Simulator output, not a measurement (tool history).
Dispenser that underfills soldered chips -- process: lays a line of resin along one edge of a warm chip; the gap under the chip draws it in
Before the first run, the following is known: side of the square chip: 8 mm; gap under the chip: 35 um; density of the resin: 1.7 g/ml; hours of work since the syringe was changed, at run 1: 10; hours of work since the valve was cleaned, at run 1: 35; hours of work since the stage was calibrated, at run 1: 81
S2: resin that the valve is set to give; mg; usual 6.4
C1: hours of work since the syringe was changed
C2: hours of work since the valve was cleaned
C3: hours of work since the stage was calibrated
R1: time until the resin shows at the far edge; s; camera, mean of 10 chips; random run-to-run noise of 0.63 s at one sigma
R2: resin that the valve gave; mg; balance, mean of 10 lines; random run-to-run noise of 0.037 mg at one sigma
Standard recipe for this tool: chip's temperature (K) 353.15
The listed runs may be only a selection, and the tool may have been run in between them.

{"run": 1, "hour": 0.0, "chip's temperature (K)": 353.15, "S2": 6.4, "C1": 10, "C2": 35, "C3": 81, "R1": 100, "R2": 6.3}
{"hour": 2.6, "done": "new syringe of resin"}
{"run": 2, "hour": 8.0, "chip's temperature (K)": 353.15, "S2": 6.4, "C1": 4, "C2": 40, "C3": 86, "R1": 68.5, "R2": 6.26}
{"run": 3, "hour": 11.4, "chip's temperature (K)": 353.15, "S2": 6.4, "C1": 6, "C2": 42, "C3": 89, "R1": 79, "R2": 6.26}
{"hour": 19.4, "done": "new syringe of resin"}
{"run": 4, "hour": 19.6, "chip's temperature (K)": 353.15, "S2": 6.4, "C1": 0, "C2": 48, "C3": 94, "R1": 55.5, "R2": 6.29}
{"run": 5, "hour": 23.2, "chip's temperature (K)": 353.15, "S2": 6.4, "C1": 3, "C2": 50, "C3": 97, "R1": 65.1, "R2": 6.17}
{"run": 6, "hour": 28.9, "chip's temperature (K)": 353.15, "S2": 6.4, "C1": 6, "C2": 54, "C3": 101, "R1": 84.5, "R2": 6.27}
{"hour": 36.2, "done": "new syringe of resin"}
{"run": 7, "hour": 36.9, "chip's temperature (K)": 353.15, "S2": 7.21, "C1": 0, "C2": 59, "C3": 106, "R1": 56.5, "R2": 6.99}
{"run": 8, "hour": 42.3, "chip's temperature (K)": 353.15, "S2": 6.4, "C1": 4, "C2": 63, "C3": 109, "R1": 71.9, "R2": 6.15}
{"run": 9, "hour": 47.5, "chip's temperature (K)": 353.15, "S2": 6.4, "C1": 8, "C2": 66, "C3": 113, "R1": 90, "R2": 6.2}
{"run": 10, "hour": 50.9, "chip's temperature (K)": 353.15, "S2": 6.4, "C1": 10, "C2": 69, "C3": 115, "R1": 104.3, "R2": 6.13}
{"hour": 53.5, "done": "new syringe of resin"}
{"run": 11, "hour": 56.8, "chip's temperature (K)": 353.15, "S2": 6.2, "C1": 2, "C2": 72, "C3": 119, "R1": 62.1, "R2": 5.89}
{"run": 12, "hour": 64.0, "chip's temperature (K)": 353.15, "S2": 6.2, "C1": 7, "C2": 77, "C3": 124, "R1": 85.7, "R2": 5.96}
{"run": 13, "hour": 68.8, "chip's temperature (K)": 353.15, "S2": 6.4, "C1": 10, "C2": 81, "C3": 127, "R1": 103, "R2": 6.06}
{"hour": 70.4, "done": "new syringe of resin"}
{"run": 14, "hour": 75.2, "chip's temperature (K)": 353.15, "S2": 6.4, "C1": 3, "C2": 85, "C3": 131, "R1": 67.2, "R2": 6.1}
{"run": 15, "hour": 81.6, "chip's temperature (K)": 352.15, "S2": 6.4, "C1": 8, "C2": 89, "C3": 136, "R1": 92.7, "R2": 6.17}
{"hour": 87.1, "done": "new syringe of resin"}
{"run": 16, "hour": 87.6, "chip's temperature (K)": 353.15, "S2": 6.4, "C1": 0, "C2": 93, "C3": 139, "R1": 56.4, "R2": 6.09}
{"run": 17, "hour": 93.9, "chip's temperature (K)": 353.15, "S2": 6.4, "C1": 5, "C2": 97, "C3": 144, "R1": 74.1, "R2": 6.07}
{"run": 18, "hour": 98.5, "chip's temperature (K)": 342.15, "S2": 6.4, "C1": 8, "C2": 100, "C3": 147, "R1": 140.4, "R2": 6.05}
{"hour": 104.0, "done": "new syringe of resin"}
{"run": 19, "hour": 105.4, "chip's temperature (K)": 352.15, "S2": 6.04, "C1": 1, "C2": 105, "C3": 151, "R1": 60.4, "R2": 5.67}
{"run": 20, "hour": 112.0, "chip's temperature (K)": 352.15, "S2": 6.04, "C1": 5, "C2": 109, "C3": 156, "R1": 80.2, "R2": 5.72}
{"run": 21, "hour": 117.0, "chip's temperature (K)": 356.15, "S2": 5.53, "C1": 9, "C2": 113, "C3": 159, "R1": 87.8, "R2": 5.22}
{"hour": 120.8, "done": "new syringe of resin"}
{"hour": 122.7, "done": "dispensing valve cleaned and set on the balance"}
{"run": 22, "hour": 124.5, "chip's temperature (K)": 361.15, "S2": 6.4, "C1": 2, "C2": 1, "C3": 163, "R1": 44.6, "R2": 6.42}
{"run": 23, "hour": 132.3, "chip's temperature (K)": 361.15, "S2": 6.4, "C1": 7, "C2": 7, "C3": 169, "R1": 61.8, "R2": 6.46}
{"run": 24, "hour": 137.7, "chip's temperature (K)": 361.15, "S2": 6.4, "C1": 11, "C2": 10, "C3": 172, "R1": 76.9, "R2": 6.38}
{"hour": 138.8, "done": "new syringe of resin"}
{"run": 25, "hour": 146.4, "chip's temperature (K)": 361.15, "S2": 6.4, "C1": 5, "C2": 16, "C3": 178, "R1": 54.6, "R2": 6.36}
{"run": 26, "hour": 152.5, "chip's temperature (K)": 361.15, "S2": 6.4, "C1": 9, "C2": 20, "C3": 182, "R1": 69.9, "R2": 6.39}
{"hour": 155.9, "done": "new syringe of resin"}
{"run": 27, "hour": 157.9, "chip's temperature (K)": 352.15, "S2": 6.4, "C1": 1, "C2": 23, "C3": 186, "R1": 60.9, "R2": 6.3}
{"run": 28, "hour": 164.2, "chip's temperature (K)": 368.15, "S2": 7.13, "C1": 6, "C2": 28, "C3": 190, "R1": 41.9, "R2": 6.98}
{"run": 29, "hour": 171.0, "chip's temperature (K)": 338.15, "S2": 7.1, "C1": 10, "C2": 32, "C3": 194, "R1": 193.1, "R2": 7.01}
{"hour": 172.8, "done": "new syringe of resin"}
{"run": 30, "hour": 177.5, "chip's temperature (K)": 348.15, "S2": 7.42, "C1": 3, "C2": 37, "C3": 199, "R1": 77.8, "R2": 7.24}
{"run": 31, "hour": 182.0, "chip's temperature (K)": 348.15, "S2": 7.42, "C1": 6, "C2": 40, "C3": 202, "R1": 95.9, "R2": 7.28}
{"run": 32, "hour": 187.5, "chip's temperature (K)": 365.15, "S2": 6.36, "C1": 10, "C2": 43, "C3": 205, "R1": 61.7, "R2": 6.25}
{"hour": 189.8, "done": "new syringe of resin"}
{"run": 33, "hour": 195.7, "chip's temperature (K)": 365.15, "S2": 6.36, "C1": 4, "C2": 49, "C3": 211, "R1": 42.7, "R2": 6.22}
{"run": 34, "hour": 203.8, "chip's temperature (K)": 365.15, "S2": 6.36, "C1": 10, "C2": 54, "C3": 216, "R1": 60.8, "R2": 6.22}
{"hour": 206.5, "done": "new syringe of resin"}
{"run": 35, "hour": 211.8, "chip's temperature (K)": 358.15, "S2": 6.39, "C1": 4, "C2": 59, "C3": 221, "R1": 54.5, "R2": 6.24}

Difference, measured minus no-hidden-state, one row per run. Run-to-run variation is common to both terms; the gauge's own scatter need not be:
The hidden state here: resin's viscosity, % of fresh resin's; dose that the valve gives, % of what is set; true chip temperature over the reading, C; drift of the gauge itself on fill_s, %; drift of the gauge itself on given_mg, %.
run=1 R1=+44.6 R2=-0.13
run=2 R1=+12.7 R2=-0.15
run=3 R1=+23.6 R2=-0.16
run=4 R1=+0.4 R2=-0.18
run=5 R1=+9.5 R2=-0.18
run=6 R1=+28.2 R2=-0.2
run=7 R1=+1 R2=-0.23
run=8 R1=+16.1 R2=-0.22
run=9 R1=+34.2 R2=-0.24
run=10 R1=+48.6 R2=-0.24
run=11 R1=+6.8 R2=-0.24
run=12 R1=+29.5 R2=-0.26
run=13 R1=+48.2 R2=-0.28
run=14 R1=+11.2 R2=-0.29
run=15 R1=+34.1 R2=-0.3
run=16 R1=+0.3 R2=-0.32
run=17 R1=+17.9 R2=-0.33
run=18 R1=+52.4 R2=-0.34
run=19 R1=+2.2 R2=-0.33
run=20 R1=+22.1 R2=-0.35
run=21 R1=+36.5 R2=-0.33
run=22 R1=+4.4 R2=+0.01
run=23 R1=+21.8 R2=-0.01
run=24 R1=+37.8 R2=-0.02
run=25 R1=+13.8 R2=-0.05
run=26 R1=+30 R2=-0.05
run=27 R1=+3 R2=-0.06
run=28 R1=+11.4 R2=-0.09
run=29 R1=+87.8 R2=-0.1
run=30 R1=+10.6 R2=-0.12
run=31 R1=+27.4 R2=-0.13
run=32 R1=+27.2 R2=-0.12
run=33 R1=+8.2 R2=-0.15
run=34 R1=+26 R2=-0.16
run=35 R1=+8.8 R2=-0.17
